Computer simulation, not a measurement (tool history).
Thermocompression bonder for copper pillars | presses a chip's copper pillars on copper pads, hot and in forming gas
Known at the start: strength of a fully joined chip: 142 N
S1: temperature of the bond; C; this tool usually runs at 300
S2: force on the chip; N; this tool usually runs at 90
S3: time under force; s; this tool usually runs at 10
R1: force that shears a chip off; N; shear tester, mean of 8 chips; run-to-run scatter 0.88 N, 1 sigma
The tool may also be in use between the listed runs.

Run 1, hour 0: usual settings. Result: R1 71 N.
Run 2, hour 55.9: usual settings but S2 95 N. Result: R1 71.2 N.
Run 3, hour 130.8: usual settings but S2 95 N. Result: R1 71.2 N.
Run 4, hour 163.3: usual settings but S2 95 N. Result: R1 69.5 N.
Run 5, hour 214.7: usual settings but S2 95 N. Result: R1 69.4 N.
Run 6, hour 287.5: usual settings but S2 95 N. Result: R1 69.7 N.
Run 7, hour 341.1: usual settings but S2 119 N. Result: R1 78.4 N.
At hour 399.9: force cell calibrated.
Run 8, hour 416.7: usual settings but S2 119 N. Result: R1 78.6 N.
Run 9, hour 460: usual settings but S2 119 N. Result: R1 77.9 N.
Run 10, hour 491.5: usual settings but S2 119 N. Result: R1 77.5 N.
Run 11, hour 566.8: usual settings but S2 127 N. Result: R1 79.8 N.
Run 12, hour 623.4: usual settings. Result: R1 64.9 N.
Run 13, hour 659.3: usual settings but S2 56 N. Result: R1 45.2 N.
At hour 685.9: forming gas filter changed.
Run 14, hour 720: usual settings but S2 56 N. Result: R1 49.4 N.
Run 15, hour 766.2: usual settings but S2 56 N. Result: R1 49.4 N.
Run 16, hour 814.8: usual settings but S2 56 N. Result: R1 48.3 N.
Run 17, hour 876.3: usual settings but S2 56 N. Result: R1 48.6 N.
Run 18, hour 926.2: usual settings but S2 94 N. Result: R1 68.5 N.
Run 19, hour 961: usual settings but S2 94 N. Result: R1 67.9 N.
Run 20, hour 997.5: usual settings but S1 289 C. Result: R1 57.6 N.
At hour 1006.5: heater calibrated with a thermocouple chip.
Run 21, hour 1038.1: usual settings but S1 281 C, S3 12 s. Result: R1 53.8 N.
Run 22, hour 1112.3: usual settings but S1 281 C, S3 12 s. Result: R1 54.3 N.
Run 23, hour 1150.6: usual settings but S1 275 C, S3 5 s. Result: R1 36.5 N.
Run 24, hour 1208: usual settings but S1 272 C, S2 89 N, S3 11 s. Result: R1 47.6 N.
Run 25, hour 1249.5: usual settings but S1 325 C. Result: R1 75.2 N.
Run 26, hour 1308.9: usual settings but S2 91 N, S3 18 s. Result: R1 74.2 N.
At hour 1320.4: heater calibrated with a thermocouple chip, once more.
Run 27, hour 1352.6: usual settings but S2 121 N, S3 18 s. Result: R1 90.7 N.
At hour 1410.4: forming gas filter changed.
Run 28, hour 1427.1: usual settings but S2 121 N, S3 18 s. Result: R1 97.4 N.
At hour 1466.3: force cell calibrated.
Run 29, hour 1496.8: usual settings but S1 314 C, S2 121 N, S3 8 s. Result: R1 88 N.
Run 30, hour 1542.4: usual settings but S1 323 C, S2 78 N, S3 6 s. Result: R1 67 N.
Run 31, hour 1591.8: usual settings but S1 314 C. Result: R1 77.8 N.
Run 32, hour 1645.2: usual settings but S1 314 C. Result: R1 77.4 N.
Run 33, hour 1710.4: usual settings but S1 314 C, S2 59 N, S3 5 s. Result: R1 46.4 N.
Run 34, hour 1773.9: usual settings but S1 294 C, S2 127 N, S3 12 s. Result: R1 84 N.
Run 35, hour 1811.4: usual settings but S1 294 C, S2 127 N, S3 12 s. Result: R1 81.1 N.
Run 36, hour 1856.9: usual settings but S1 294 C, S2 127 N, S3 12 s. Result: R1 80.8 N.
Run 37, hour 1924: usual settings but S1 317 C, S2 114 N, S3 16 s. Result: R1 98.2 N.
Run 38, hour 1988.9: usual settings but S1 317 C, S2 109 N, S3 16 s. Result: R1 93.2 N.

Per-run results on a tool with no hidden state, each run keeping its own random variation:
The tool's hidden condition here consists of: true temperature of the bond over the reading, C; force that reaches the chip, % of what is set; oxide that the forming gas leaves, % of the face; drift of the gauge itself on shear_n, %.
run     R1
  1     73
  2   73.9
  3   74.9
  4   73.5
  5     74
  6   75.3
  7   85.2
  8   84.2
  9   84.2
 10   84.2
 11   87.8
 12   72.6
 13   51.4
 14   52.5
 15   52.9
 16   52.3
 17   53.3
 18     75
 19   74.7
 20   64.3
 21   62.4
 22   63.8
 23   43.7
 24   57.3
 25   87.7
 26     88
 27   99.3
 28  100.5
 29   89.8
 30     69
 31   80.7
 32   80.9
 33   49.4
 34   89.9
 35   87.3
 36   87.6
 37  106.6
 38  102.5
